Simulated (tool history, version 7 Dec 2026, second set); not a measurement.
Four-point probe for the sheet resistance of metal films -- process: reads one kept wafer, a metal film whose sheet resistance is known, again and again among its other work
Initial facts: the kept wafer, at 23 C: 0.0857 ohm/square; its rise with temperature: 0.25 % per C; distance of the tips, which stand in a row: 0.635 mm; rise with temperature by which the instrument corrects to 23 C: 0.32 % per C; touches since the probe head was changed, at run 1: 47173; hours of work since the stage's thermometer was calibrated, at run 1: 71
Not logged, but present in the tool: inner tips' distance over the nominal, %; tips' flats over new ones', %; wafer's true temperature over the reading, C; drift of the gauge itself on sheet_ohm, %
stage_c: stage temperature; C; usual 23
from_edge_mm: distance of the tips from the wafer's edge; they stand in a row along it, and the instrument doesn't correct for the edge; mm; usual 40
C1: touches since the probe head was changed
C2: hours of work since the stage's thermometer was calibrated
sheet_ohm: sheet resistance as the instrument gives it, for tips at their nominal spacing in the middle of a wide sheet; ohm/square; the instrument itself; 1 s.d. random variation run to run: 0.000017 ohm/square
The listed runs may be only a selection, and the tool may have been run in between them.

{"run": 1, "hour": 0.0, "stage_c": 23, "from_edge_mm": 40, "C1": 47173, "C2": 71, "sheet_ohm": 0.085664}
{"run": 2, "hour": 25.4, "stage_c": 27, "from_edge_mm": 40, "C1": 48397, "C2": 89, "sheet_ohm": 0.085435}
{"run": 3, "hour": 41.4, "stage_c": 27, "from_edge_mm": 73, "C1": 49168, "C2": 101, "sheet_ohm": 0.085394}
{"run": 4, "hour": 66.7, "stage_c": 27, "from_edge_mm": 73, "C1": 50386, "C2": 118, "sheet_ohm": 0.085429}
{"run": 5, "hour": 86.6, "stage_c": 27, "from_edge_mm": 73, "C1": 51345, "C2": 132, "sheet_ohm": 0.085409}
{"run": 6, "hour": 112.4, "stage_c": 23, "from_edge_mm": 40, "C1": 52586, "C2": 151, "sheet_ohm": 0.085623}
{"run": 7, "hour": 138.6, "stage_c": 24, "from_edge_mm": 40, "C1": 53846, "C2": 169, "sheet_ohm": 0.085575}
{"run": 8, "hour": 162.4, "stage_c": 24, "from_edge_mm": 40, "C1": 54995, "C2": 186, "sheet_ohm": 0.085559}
{"run": 9, "hour": 179.8, "stage_c": 24, "from_edge_mm": 40, "C1": 55834, "C2": 198, "sheet_ohm": 0.085514}
{"run": 10, "hour": 193.9, "stage_c": 23, "from_edge_mm": 40, "C1": 56511, "C2": 208, "sheet_ohm": 0.085626}
{"run": 11, "hour": 219.6, "stage_c": 23, "from_edge_mm": 40, "C1": 57751, "C2": 226, "sheet_ohm": 0.085608}
{"run": 12, "hour": 246.8, "stage_c": 23, "from_edge_mm": 3, "C1": 59062, "C2": 246, "sheet_ohm": 0.087591}
{"run": 13, "hour": 272.8, "stage_c": 23, "from_edge_mm": 3, "C1": 60310, "C2": 264, "sheet_ohm": 0.087617}
{"run": 14, "hour": 298.3, "stage_c": 27, "from_edge_mm": 40, "C1": 61538, "C2": 282, "sheet_ohm": 0.085349}
{"run": 15, "hour": 320.7, "stage_c": 26, "from_edge_mm": 40, "C1": 62619, "C2": 298, "sheet_ohm": 0.085393}
{"run": 16, "hour": 335.2, "stage_c": 23, "from_edge_mm": 40, "C1": 63319, "C2": 308, "sheet_ohm": 0.085541}
{"run": 17, "hour": 364.7, "stage_c": 23, "from_edge_mm": 40, "C1": 64739, "C2": 329, "sheet_ohm": 0.085557}
{"run": 18, "hour": 376.9, "stage_c": 23, "from_edge_mm": 40, "C1": 65324, "C2": 337, "sheet_ohm": 0.085559}
{"run": 19, "hour": 406.0, "stage_c": 23, "from_edge_mm": 40, "C1": 66728, "C2": 358, "sheet_ohm": 0.085511}
{"run": 20, "hour": 426.6, "stage_c": 23, "from_edge_mm": 40, "C1": 67720, "C2": 372, "sheet_ohm": 0.085535}
{"hour": 432.2, "done": "new probe head fitted"}
{"run": 21, "hour": 444.7, "stage_c": 23, "from_edge_mm": 40, "C1": 600, "C2": 384, "sheet_ohm": 0.085691}
{"run": 22, "hour": 463.9, "stage_c": 23, "from_edge_mm": 5, "C1": 1525, "C2": 398, "sheet_ohm": 0.086397}
{"run": 23, "hour": 491.1, "stage_c": 23, "from_edge_mm": 5, "C1": 2834, "C2": 417, "sheet_ohm": 0.08641}
{"run": 24, "hour": 519.6, "stage_c": 23, "from_edge_mm": 5, "C1": 4207, "C2": 437, "sheet_ohm": 0.086432}
{"run": 25, "hour": 548.1, "stage_c": 23, "from_edge_mm": 5, "C1": 5578, "C2": 457, "sheet_ohm": 0.086362}
{"run": 26, "hour": 574.1, "stage_c": 25, "from_edge_mm": 6, "C1": 6831, "C2": 476, "sheet_ohm": 0.08602}
{"run": 27, "hour": 592.2, "stage_c": 25, "from_edge_mm": 6, "C1": 7703, "C2": 489, "sheet_ohm": 0.086019}
{"run": 28, "hour": 612.3, "stage_c": 33, "from_edge_mm": 34, "C1": 8670, "C2": 503, "sheet_ohm": 0.085043}
{"run": 29, "hour": 640.6, "stage_c": 33, "from_edge_mm": 34, "C1": 10033, "C2": 523, "sheet_ohm": 0.085041}
{"run": 30, "hour": 656.5, "stage_c": 29, "from_edge_mm": 70, "C1": 10801, "C2": 534, "sheet_ohm": 0.08526}
{"run": 31, "hour": 683.0, "stage_c": 21, "from_edge_mm": 40, "C1": 12079, "C2": 553, "sheet_ohm": 0.085721}
{"run": 32, "hour": 701.5, "stage_c": 25, "from_edge_mm": 6, "C1": 12970, "C2": 566, "sheet_ohm": 0.085982}
{"run": 33, "hour": 719.1, "stage_c": 25, "from_edge_mm": 8, "C1": 13815, "C2": 578, "sheet_ohm": 0.085739}
{"run": 34, "hour": 737.6, "stage_c": 24, "from_edge_mm": 7, "C1": 14707, "C2": 591, "sheet_ohm": 0.085885}
{"run": 35, "hour": 754.1, "stage_c": 22, "from_edge_mm": 3, "C1": 15504, "C2": 603, "sheet_ohm": 0.087664}
{"run": 36, "hour": 774.6, "stage_c": 26, "from_edge_mm": 16, "C1": 16491, "C2": 617, "sheet_ohm": 0.085455}
{"run": 37, "hour": 802.9, "stage_c": 19, "from_edge_mm": 21, "C1": 17854, "C2": 637, "sheet_ohm": 0.085861}
{"run": 38, "hour": 824.0, "stage_c": 26, "from_edge_mm": 13, "C1": 18867, "C2": 652, "sheet_ohm": 0.085472}
{"run": 39, "hour": 850.0, "stage_c": 32, "from_edge_mm": 34, "C1": 20122, "C2": 671, "sheet_ohm": 0.085022}
{"run": 40, "hour": 878.3, "stage_c": 25, "from_edge_mm": 13, "C1": 21482, "C2": 690, "sheet_ohm": 0.085496}
{"run": 41, "hour": 893.7, "stage_c": 26, "from_edge_mm": 54, "C1": 22226, "C2": 701, "sheet_ohm": 0.085353}
{"run": 42, "hour": 910.5, "stage_c": 34, "from_edge_mm": 25, "C1": 23033, "C2": 713, "sheet_ohm": 0.084915}
{"run": 43, "hour": 924.5, "stage_c": 34, "from_edge_mm": 25, "C1": 23707, "C2": 723, "sheet_ohm": 0.084881}
{"run": 44, "hour": 943.7, "stage_c": 27, "from_edge_mm": 8, "C1": 24632, "C2": 737, "sheet_ohm": 0.085583}
{"run": 45, "hour": 962.3, "stage_c": 27, "from_edge_mm": 8, "C1": 25530, "C2": 750, "sheet_ohm": 0.085558}

Entry by entry between the runs, the difference in hidden state between the last listed run before and the first listed run after:
From run 20 to run 21: new probe head fitted (hour 432.2)
  inner tips' distance over the nominal, %: -0.184 -> -0.021; tips' flats over new ones', %: 59 -> 0
  measured value less the no-hidden-state value, sheet_ohm: -0.000179 -> -0.000028 ohm/square

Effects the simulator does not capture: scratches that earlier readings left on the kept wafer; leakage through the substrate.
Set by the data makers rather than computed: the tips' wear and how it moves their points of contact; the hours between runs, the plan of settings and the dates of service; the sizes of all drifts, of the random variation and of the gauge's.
